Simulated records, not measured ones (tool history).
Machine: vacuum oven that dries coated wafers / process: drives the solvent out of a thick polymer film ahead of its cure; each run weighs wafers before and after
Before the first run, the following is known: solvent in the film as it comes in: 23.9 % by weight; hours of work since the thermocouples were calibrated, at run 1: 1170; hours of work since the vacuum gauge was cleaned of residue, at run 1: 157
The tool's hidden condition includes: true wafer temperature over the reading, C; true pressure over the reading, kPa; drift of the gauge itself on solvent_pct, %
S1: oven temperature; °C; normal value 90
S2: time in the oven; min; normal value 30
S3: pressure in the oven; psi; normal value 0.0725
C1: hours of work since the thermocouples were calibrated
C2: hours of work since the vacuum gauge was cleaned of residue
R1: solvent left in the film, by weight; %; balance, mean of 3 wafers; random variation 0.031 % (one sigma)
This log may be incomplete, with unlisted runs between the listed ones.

Run 1, hour 0: usual settings; C1 1170; C2 157. Result: R1 1.14 %.
Run 2, hour 28.4: usual settings; C1 1184; C2 172. Result: R1 1.13 %.
Run 3, hour 65.9: usual settings but S1 97 °C; C1 1203; C2 191. Result: R1 0.36 %.
Run 4, hour 106.3: usual settings; C1 1223; C2 211. Result: R1 1.11 %.
Run 5, hour 148.5: usual settings; C1 1244; C2 232. Result: R1 1.15 %.
Run 6, hour 187.3: usual settings; C1 1264; C2 252. Result: R1 1.06 %.
Run 7, hour 225.6: usual settings; C1 1283; C2 271. Result: R1 1.1 %.
Run 8, hour 246.5: usual settings but S1 95 °C; C1 1294; C2 282. Result: R1 0.48 %.
Run 9, hour 278.5: usual settings but S1 95 °C; C1 1310; C2 298. Result: R1 0.53 %.
Run 10, hour 313: usual settings but S1 95 °C; C1 1327; C2 315. Result: R1 0.49 %.
Run 11, hour 351.7: usual settings but S1 95 °C; C1 1347; C2 335. Result: R1 0.52 %.
Run 12, hour 372.4: usual settings but S1 86 °C, S2 28 min, S3 0.191 psi; C1 1357; C2 345. Result: R1 2.99 %.
Run 13, hour 407.9: usual settings but S1 102 °C; C1 1375; C2 363. Result: R1 0.26 %.
Run 14, hour 440.4: usual settings but S2 24 min; C1 1391; C2 379. Result: R1 1.75 %.
Run 15, hour 478.8: usual settings but S1 85 °C, S2 24 min, S3 0.2351 psi; C1 1411; C2 399. Result: R1 4.31 %.
Run 16, hour 496.2: usual settings but S1 76 °C, S2 23 min, S3 0.0451 psi; C1 1420; C2 407. Result: R1 8.36 %.

What does the tool deliver on the next run?
Run 17, hour 536.4: usual settings but S1 82 °C, S2 51 min; C1 1440; C2 428. Result: R1 ?.

R1: 1.36 %
Had the tool carried no hidden state, the very same run would have given R1 1.94 %.
